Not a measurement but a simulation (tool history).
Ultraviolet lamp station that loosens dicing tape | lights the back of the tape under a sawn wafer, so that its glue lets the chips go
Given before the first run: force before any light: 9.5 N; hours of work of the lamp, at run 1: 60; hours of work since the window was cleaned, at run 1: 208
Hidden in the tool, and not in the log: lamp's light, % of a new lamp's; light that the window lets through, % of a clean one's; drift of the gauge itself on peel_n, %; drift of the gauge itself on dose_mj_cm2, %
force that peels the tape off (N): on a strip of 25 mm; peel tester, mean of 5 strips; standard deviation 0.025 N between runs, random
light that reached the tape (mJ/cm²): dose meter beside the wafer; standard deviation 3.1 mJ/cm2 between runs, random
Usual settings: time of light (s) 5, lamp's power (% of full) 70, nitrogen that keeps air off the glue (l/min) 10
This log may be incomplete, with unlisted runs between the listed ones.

run   hour  time of light (s)  lamp's power (% of full)  nitrogen that keeps air off the glue (l/min)  hours of work of the lamp  hours of work since the window was cleaned  force that peels the tape off (N)  light that reached the tape (mJ/cm²)
  1    0.0                  5                        70                                            10                         60                                         208                              1.457                                   434
  2   47.0                  5                        70                                            10                         82                                         229                              1.499                                   424
  3   75.8                  5                        70                                            10                         95                                         242                              1.540                                   422
  4  114.3                  6                        70                                            10                        112                                         260                              1.053                                   504
  5  141.7                  6                        70                                            10                        124                                         272                              1.118                                   501
  6  193.6                  6                        70                                            10                        148                                         296                              1.167                                   487
  7  217.8                  6                        70                                            10                        159                                         307                              1.157                                   481
  8  270.3                  5                        70                                            14                        182                                         330                              1.358                                   397
  9  308.9                  6                        64                                             7                        200                                         348                              1.831                                   426
 10  365.8                  2                        70                                             5                        226                                         373                              5.494                                   156
 11  407.8                 10                        97                                            12                        245                                         392                              0.195                                  1052

Results for each run, recomputed without the tool's hidden state and with each run's random variation untouched:
run  force that peels the tape off (N)  light that reached the tape (mJ/cm²)
  1                              1.239                                   474
  2                              1.243                                   470
  3                              1.255                                   472
  4                              0.815                                   569
  5                              0.853                                   571
  6                              0.860                                   565
  7                              0.840                                   563
  8                              0.969                                   472
  9                              1.331                                   513
 10                              4.877                                   191
 11                              0.156                                  1309
